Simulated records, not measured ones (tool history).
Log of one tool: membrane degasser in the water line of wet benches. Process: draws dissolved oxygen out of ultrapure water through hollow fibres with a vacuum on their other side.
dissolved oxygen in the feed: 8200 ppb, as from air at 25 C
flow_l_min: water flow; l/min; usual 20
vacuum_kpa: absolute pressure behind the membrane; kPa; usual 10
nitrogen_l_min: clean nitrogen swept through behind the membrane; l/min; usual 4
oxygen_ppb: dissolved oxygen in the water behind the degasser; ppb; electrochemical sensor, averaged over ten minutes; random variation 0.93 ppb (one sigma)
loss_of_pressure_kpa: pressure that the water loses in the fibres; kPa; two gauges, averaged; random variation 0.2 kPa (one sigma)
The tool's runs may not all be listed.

run   hour  flow_l_min  vacuum_kpa  nitrogen_l_min  oxygen_ppb  loss_of_pressure_kpa
  1      0          20          10               4        90.6                 42.98
  2   35.2          20          10               4        90.8                 42.67
  3   70.2          20          10               4        89.5                 42.92
  4  116.7          20          10               4        90.5                  42.8
  5  138.6          20          10               4        90.6                 42.99
  6  162.5          20          10               4        88.7                 42.45
  7  200.2          20          10               4          89                 43.07
  8  247.6          20          10               4        90.7                 43.06
  9    281          31          13            5.05       157.4                 66.36
 10  323.4          14          10            8.99        30.1                 30.28
 11  358.6          14          10            8.99        29.7                 30.28
 12  385.9          20        19.3               4       202.4                 43.22
 13  422.8          15        11.8               4        83.8                  32.6
 14    449          15           9            4.88        48.8                 32.48
 15  495.7          29          10            4.61       117.6                 62.41
 16  517.3          20        14.6               4         146                 42.82

Forecast each of these 3 alternatives for the next run:
  A  538.8          28        14.6               4           ?                     ?
  B  538.8          21        14.6            1.75           ?                     ?
  C  538.8          14        14.6               4           ?                     ?

run  oxygen_ppb  loss_of_pressure_kpa
  A       204.2                 60.66
  B       320.8                 45.35
  C       102.8                 30.27
Without the tool's hidden state the same runs would have given:
run  oxygen_ppb  loss_of_pressure_kpa
  A       200.7                 60.02
  B       315.5                 44.88
  C         100                 29.95

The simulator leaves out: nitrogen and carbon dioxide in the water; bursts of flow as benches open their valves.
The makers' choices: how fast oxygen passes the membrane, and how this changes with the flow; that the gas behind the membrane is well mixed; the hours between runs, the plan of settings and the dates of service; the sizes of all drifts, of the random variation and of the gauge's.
